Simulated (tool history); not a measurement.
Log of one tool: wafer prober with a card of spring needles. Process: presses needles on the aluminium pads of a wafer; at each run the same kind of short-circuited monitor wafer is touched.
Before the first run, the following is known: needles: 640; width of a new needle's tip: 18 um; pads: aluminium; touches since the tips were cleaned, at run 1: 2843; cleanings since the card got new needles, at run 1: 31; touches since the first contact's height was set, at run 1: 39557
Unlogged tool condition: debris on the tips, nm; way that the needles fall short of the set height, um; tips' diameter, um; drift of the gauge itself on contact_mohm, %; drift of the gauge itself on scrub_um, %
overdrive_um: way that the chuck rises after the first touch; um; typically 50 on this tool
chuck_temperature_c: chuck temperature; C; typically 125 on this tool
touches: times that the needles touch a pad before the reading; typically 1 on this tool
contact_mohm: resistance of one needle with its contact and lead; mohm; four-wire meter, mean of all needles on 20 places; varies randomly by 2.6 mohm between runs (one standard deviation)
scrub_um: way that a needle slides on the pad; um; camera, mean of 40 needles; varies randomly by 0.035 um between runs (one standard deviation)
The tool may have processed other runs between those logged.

run,hour,overdrive_um,chuck_temperature_c,touches,touches since the tips were cleaned,cleanings since the card got new needles,touches since the first contact's height was set,contact_mohm,scrub_um
1,0,50,125,1,2843,31,39557,300,12.31
# hour 3: tips cleaned on abrasive film
2,9.5,50,125,1,1529,32,41764,298,12.27
# hour 18.2: tips cleaned on abrasive film
3,23.4,50,125,1,1214,33,44991,295,12.23
# hour 33.7: tips cleaned on abrasive film
4,38.1,50,125,1,1025,34,48403,294,12.23
# hour 49: tips cleaned on abrasive film
5,49,50,125,1,0,35,50931,295,12.31
6,61.4,50,125,1,2911,35,53842,296,12.29
# hour 65.3: tips cleaned on abrasive film
# hour 80: tips cleaned on abrasive film
7,80,50,125,1,0,37,58144,298,12.31
8,90.4,50,125,1,2441,37,60585,297,12.33
# hour 96.1: tips cleaned on abrasive film
9,98.4,50,125,1,534,38,62419,291,12.36
# hour 111.5: tips cleaned on abrasive film
10,111.9,50,125,1,93,39,65559,291,12.3
11,122.3,50,125,1,2530,39,67996,298,12.32
# hour 126.3: tips cleaned on abrasive film
12,131.6,50,125,1,1253,40,70157,294,12.35
# hour 141.7: tips cleaned on abrasive film
13,146.4,50,125,1,1100,41,73599,295,12.4
# hour 157.4: tips cleaned on abrasive film
14,162.6,50,79,1,1201,42,77350,284,12.37
# hour 172.7: tips cleaned on abrasive film
15,178.3,50,79,1,1322,43,81011,284,12.37
# hour 188.1: tips cleaned on abrasive film
16,194.1,50,79,1,1405,44,84679,277,12.42
# hour 202.8: tips cleaned on abrasive film
# hour 209.5: height of the first contact set anew
17,211.6,50,79,1,1989,45,490,285,12.43
# hour 217.8: tips cleaned on abrasive film
18,221.9,50,79,1,961,46,2882,285,12.38
# hour 233.4: tips cleaned on abrasive film
19,238.3,36,30,2,1159,47,6694,279,8.98
# hour 249.2: tips cleaned on abrasive film
20,256.3,36,30,2,1665,48,10888,279,8.95
# hour 259.8: gauge calibrated
# hour 264: tips cleaned on abrasive film
21,270.2,36,30,2,1467,49,14115,271,8.75
# hour 278.8: tips cleaned on abrasive film
22,282.3,36,30,2,820,50,16918,273,8.81
# hour 294.8: tips cleaned on abrasive film
23,296.6,36,30,2,429,51,20242,272,8.82
# hour 309.5: tips cleaned on abrasive film
24,311,40,73,2,348,52,23583,290,9.82
25,320.2,50,34,1,2507,52,25742,270,12.25
# hour 324.7: tips cleaned on abrasive film
26,335.7,46,66,3,2575,53,29347,276,11.34
# hour 340: tips cleaned on abrasive film
27,345.2,46,66,3,1216,54,31548,280,11.35
# hour 355.6: tips cleaned on abrasive film
28,357.8,46,66,3,522,55,34467,283,11.37
# hour 370.9: tips cleaned on abrasive film
29,372.9,54,46,3,481,56,37988,272,13.37
# hour 386.6: tips cleaned on abrasive film
30,392.4,61,44,1,1359,57,42529,269,15.08
# hour 401.9: tips cleaned on abrasive film
31,407.7,48,125,2,1370,58,46081,299,11.89
32,416.1,61,113,3,3338,58,48049,288,15.05
# hour 417.8: tips cleaned on abrasive film
33,428.9,61,113,3,2603,59,51029,288,15.12

What differs in the tool's unlogged condition from the final listed run ahead of each entry between runs to the first listed run following it?
From run 1 to run 2: tips cleaned on abrasive film (hour 3)
  debris on the tips, nm: 0.6 -> 0.4; drift of the gauge itself on scrub_um, %: 0 -> 0.06
  measured value less the no-hidden-state value, scrub_um: +0 -> +0 um
From run 2 to run 3: tips cleaned on abrasive film (hour 18.2)
  debris on the tips, nm: 0.4 -> 0.3; drift of the gauge itself on scrub_um, %: 0.06 -> 0.14
  measured value less the no-hidden-state value, scrub_um: +0 -> +0.01 um
From run 3 to run 4: tips cleaned on abrasive film (hour 33.7)
  drift of the gauge itself on scrub_um, %: 0.14 -> 0.23
  measured value less the no-hidden-state value, scrub_um: +0.01 -> +0.03 um
From run 4 to run 5: tips cleaned on abrasive film (hour 49)
  debris on the tips, nm: 0.3 -> 0; way that the needles fall short of the set height, um: 0 -> 0.01; drift of the gauge itself on scrub_um, %: 0.23 -> 0.3
  measured value less the no-hidden-state value, scrub_um: +0.03 -> +0.03 um
From run 6 to run 7: tips cleaned on abrasive film (hour 65.3); tips cleaned on abrasive film (hour 80)
  debris on the tips, nm: 0.6 -> 0; tips' diameter, um: 18 -> 18.01; drift of the gauge itself on scrub_um, %: 0.37 -> 0.48
  measured value less the no-hidden-state value, scrub_um: +0.04 -> +0.06 um
From run 8 to run 9: tips cleaned on abrasive film (hour 96.1)
  debris on the tips, nm: 0.5 -> 0.2; drift of the gauge itself on scrub_um, %: 0.55 -> 0.59
  measured value less the no-hidden-state value, scrub_um: +0.06 -> +0.07 um
From run 9 to run 10: tips cleaned on abrasive film (hour 111.5)
  debris on the tips, nm: 0.2 -> 0.1; drift of the gauge itself on scrub_um, %: 0.59 -> 0.68
  measured value less the no-hidden-state value, scrub_um: +0.07 -> +0.08 um
From run 11 to run 12: tips cleaned on abrasive film (hour 126.3)
  debris on the tips, nm: 0.6 -> 0.4; drift of the gauge itself on scrub_um, %: 0.74 -> 0.8
  measured value less the no-hidden-state value, scrub_um: +0.09 -> +0.1 um
From run 12 to run 13: tips cleaned on abrasive film (hour 141.7)
  debris on the tips, nm: 0.4 -> 0.3; drift of the gauge itself on scrub_um, %: 0.8 -> 0.89
  measured value less the no-hidden-state value, scrub_um: +0.1 -> +0.11 um
From run 13 to run 14: tips cleaned on abrasive film (hour 157.4)
  drift of the gauge itself on scrub_um, %: 0.89 -> 0.98
  measured value less the no-hidden-state value, scrub_um: +0.11 -> +0.12 um
From run 14 to run 15: tips cleaned on abrasive film (hour 172.7)
  debris on the tips, nm: 0.3 -> 0.4; drift of the gauge itself on scrub_um, %: 0.98 -> 1.08
  measured value less the no-hidden-state value, scrub_um: +0.12 -> +0.13 um
From run 15 to run 16: tips cleaned on abrasive film (hour 188.1)
  drift of the gauge itself on scrub_um, %: 1.08 -> 1.17
  measured value less the no-hidden-state value, scrub_um: +0.13 -> +0.14 um
From run 16 to run 17: tips cleaned on abrasive film (hour 202.8); height of the first contact set anew (hour 209.5)
  debris on the tips, nm: 0.4 -> 0.5; way that the needles fall short of the set height, um: 0.01 -> 0; drift of the gauge itself on scrub_um, %: 1.17 -> 1.28
  measured value less the no-hidden-state value, scrub_um: +0.14 -> +0.16 um
From run 17 to run 18: tips cleaned on abrasive film (hour 217.8)
  debris on the tips, nm: 0.5 -> 0.3; drift of the gauge itself on scrub_um, %: 1.28 -> 1.34
  measured value less the no-hidden-state value, scrub_um: +0.16 -> +0.16 um
From run 18 to run 19: tips cleaned on abrasive film (hour 233.4)
  debris on the tips, nm: 0.3 -> 0.4; drift of the gauge itself on scrub_um, %: 1.34 -> 1.44
  measured value less the no-hidden-state value, scrub_um: +0.16 -> +0.13 um
From run 19 to run 20: tips cleaned on abrasive film (hour 249.2)
  drift of the gauge itself on scrub_um, %: 1.44 -> 1.55
  measured value less the no-hidden-state value, scrub_um: +0.13 -> +0.14 um
From run 20 to run 21: gauge calibrated (hour 259.8); tips cleaned on abrasive film (hour 264)
  drift of the gauge itself on scrub_um, %: 1.55 -> 0.06
  measured value less the no-hidden-state value, scrub_um: +0.14 -> +0 um
From run 21 to run 22: tips cleaned on abrasive film (hour 278.8)
  debris on the tips, nm: 0.4 -> 0.3; drift of the gauge itself on scrub_um, %: 0.06 -> 0.14
  measured value less the no-hidden-state value, scrub_um: +0 -> +0.01 um
From run 22 to run 23: tips cleaned on abrasive film (hour 294.8)
  debris on the tips, nm: 0.3 -> 0.1; drift of the gauge itself on scrub_um, %: 0.14 -> 0.22
  measured value less the no-hidden-state value, scrub_um: +0.01 -> +0.02 um
From run 23 to run 24: tips cleaned on abrasive film (hour 309.5)
  drift of the gauge itself on scrub_um, %: 0.22 -> 0.31
  measured value less the no-hidden-state value, scrub_um: +0.02 -> +0.03 um
From run 25 to run 26: tips cleaned on abrasive film (hour 324.7)
  drift of the gauge itself on scrub_um, %: 0.37 -> 0.46
  measured value less the no-hidden-state value, scrub_um: +0.04 -> +0.05 um
From run 26 to run 27: tips cleaned on abrasive film (hour 340)
  debris on the tips, nm: 0.6 -> 0.4; drift of the gauge itself on scrub_um, %: 0.46 -> 0.52
  measured value less the no-hidden-state value, scrub_um: +0.05 -> +0.05 um
From run 27 to run 28: tips cleaned on abrasive film (hour 355.6)
  debris on the tips, nm: 0.4 -> 0.2; drift of the gauge itself on scrub_um, %: 0.52 -> 0.59
  measured value less the no-hidden-state value, scrub_um: +0.05 -> +0.07 um
From run 28 to run 29: tips cleaned on abrasive film (hour 370.9)
  drift of the gauge itself on scrub_um, %: 0.59 -> 0.68
  measured value less the no-hidden-state value, scrub_um: +0.07 -> +0.09 um
From run 29 to run 30: tips cleaned on abrasive film (hour 386.6)
  debris on the tips, nm: 0.2 -> 0.4; drift of the gauge itself on scrub_um, %: 0.68 -> 0.8
  measured value less the no-hidden-state value, scrub_um: +0.09 -> +0.12 um
From run 30 to run 31: tips cleaned on abrasive film (hour 401.9)
  way that the needles fall short of the set height, um: 0 -> 0.01; drift of the gauge itself on scrub_um, %: 0.8 -> 0.89
  measured value less the no-hidden-state value, scrub_um: +0.12 -> +0.11 um
From run 32 to run 33: tips cleaned on abrasive film (hour 417.8)
  debris on the tips, nm: 0.7 -> 0.5; drift of the gauge itself on scrub_um, %: 0.95 -> 1.02
  measured value less the no-hidden-state value, scrub_um: +0.14 -> +0.15 um
